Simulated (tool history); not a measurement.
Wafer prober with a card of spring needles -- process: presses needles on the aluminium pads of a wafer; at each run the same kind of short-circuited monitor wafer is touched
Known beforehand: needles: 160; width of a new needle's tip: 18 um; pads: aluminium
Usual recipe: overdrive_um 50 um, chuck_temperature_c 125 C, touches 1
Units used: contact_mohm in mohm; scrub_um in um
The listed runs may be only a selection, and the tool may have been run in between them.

run	hour	overdrive_um	chuck_temperature_c	touches	contact_mohm	scrub_um
1	0.0	50	125	1	322	11.07
2	8.1	50	125	1	380	11.04
# hour 15.3: tips cleaned on abrasive film
3	25.5	50	125	2	304	11.06
# hour 36.3: tips cleaned on abrasive film
4	39.5	50	125	1	294	11.05
5	51.6	50	125	1	405	11.03
# hour 58.9: tips cleaned on abrasive film
6	68.0	50	125	1	357	11.02
# hour 80.6: tips cleaned on abrasive film
7	82.5	50	125	1	276	11.02
8	93.2	50	125	1	382	10.96
# hour 102.3: tips cleaned on abrasive film
9	110.8	50	125	1	356	10.97
# hour 124.5: tips cleaned on abrasive film
10	126.4	50	125	1	276	10.91
11	140.8	50	125	1	418	10.91
# hour 145.6: tips cleaned on abrasive film
12	155.3	38	125	1	489	8.23
# hour 167.8: tips cleaned on abrasive film
13	167.9	50	125	1	257	10.88
14	177.0	50	125	1	367	10.86
# hour 189.5: tips cleaned on abrasive film
15	190.2	39	125	1	279	8.41
# hour 191.7: height of the first contact set anew
16	199.8	39	125	1	465	8.36
# hour 212.0: tips cleaned on abrasive film
17	212.1	50	125	1	258	10.76
18	220.0	50	125	1	362	10.78
19	232.3	57	125	1	390	12.42
# hour 234.0: tips cleaned on abrasive film
20	239.9	62	26	2	250	13.43
21	250.5	46	46	1	465	9.86
# hour 255.5: tips cleaned on abrasive film
22	258.2	46	46	1	283	9.83
# hour 263.6: height of the first contact set anew, once more
23	272.4	50	125	2	334	11.14
# hour 277.4: tips cleaned on abrasive film
24	280.9	32	125	1	426	7.16
25	291.6	32	125	1	656	7.10
# hour 298.7: tips cleaned on abrasive film
26	307.2	37	41	2	382	8.22
# hour 320.7: tips cleaned on abrasive film
27	324.5	38	125	3	288	8.39
28	339.5	38	125	3	360	8.41
# hour 342.7: tips cleaned on abrasive film
29	354.2	38	125	3	337	8.35
# hour 364.5: tips cleaned on abrasive film
30	370.5	38	125	3	301	8.34
31	384.8	38	125	3	366	8.33
# hour 386.6: tips cleaned on abrasive film
32	401.6	38	97	3	353	8.29
# hour 408.9: tips cleaned on abrasive film
33	411.5	38	97	3	280	8.27
34	420.5	38	38	2	408	8.25
# hour 430.4: tips cleaned on abrasive film
35	437.9	69	125	1	291	15.24

Selected run-to-run steps in contact_mohm, each split into two signed amounts: the part the tool would show with no hidden state at all (from settings, incoming material and random variation), and the remainder, which goes to the hidden state together with any gauge scatter not common to the measured and the hidden-state-free results:
What the log doesn't record here: debris on the tips, nm; way that the needles fall short of the set height, um; tips' diameter, um; drift of the gauge itself on contact_mohm, %; drift of the gauge itself on scrub_um, %.
Run 12 -> 13: overdrive_um 38 -> 50, tips cleaned on abrasive film. contact_mohm -232 mohm: hidden state -223, all else -9.
Run 24 -> 25: no setting changed, nothing entered. contact_mohm +230 mohm: hidden state +231, all else -1.
Run 25 -> 26: overdrive_um 32 -> 37, chuck_temperature_c 125 -> 41, touches 1 -> 2, tips cleaned on abrasive film. contact_mohm -274 mohm: hidden state -242, all else -32.
